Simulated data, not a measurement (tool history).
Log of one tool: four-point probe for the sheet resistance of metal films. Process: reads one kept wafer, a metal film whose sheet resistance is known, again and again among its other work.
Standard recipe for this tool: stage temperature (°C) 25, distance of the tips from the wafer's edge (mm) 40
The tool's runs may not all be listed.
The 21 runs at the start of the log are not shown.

run   hour  stage temperature (°C)  distance of the tips from the wafer's edge (mm)  sheet resistance as the instrument gives it (ohm/square)
 22  278.7                      25                                                8                                                  1.930819
       280  -- stage's thermometer calibrated
 23  290.5                      21                                                9                                                  1.926475
 24  307.1                      32                                               60                                                  1.931838
 25  321.8                      33                                               20                                                  1.932875
 26  329.9                      25                                               42                                                  1.926702
 27  342.3                      20                                               16                                                  1.924723
     345.2  -- stage's thermometer calibrated, once more
 28  355.1                      20                                               16                                                  1.924487
 29  369.4                      20                                               13                                                  1.925051
 30  384.5                      29                                               30                                                  1.929991
 31  399.8                      19                                               40                                                  1.923133
 32    409                      25                                               40                                                  1.927532
 33  425.3                      21                                               40                                                  1.924543
 34  438.6                      23                                               21                                                  1.926994
 35    448                      21                                               12                                                  1.925981
 36  463.9                      33                                               38                                                  1.932968
 37  481.7                      33                                               38                                                  1.932654
 38  495.2                      18                                               63                                                  1.922316

Run 39 is up next; what results do you expect?
 39   505                      32                                                5                                                         ?

{"run 39": {"sheet resistance as the instrument gives it (ohm/square)": 1.942195}}
With the hidden condition absent and the run-to-run variation left alone, this run would have shown sheet resistance as the instrument gives it (ohm/square) 1.935172.
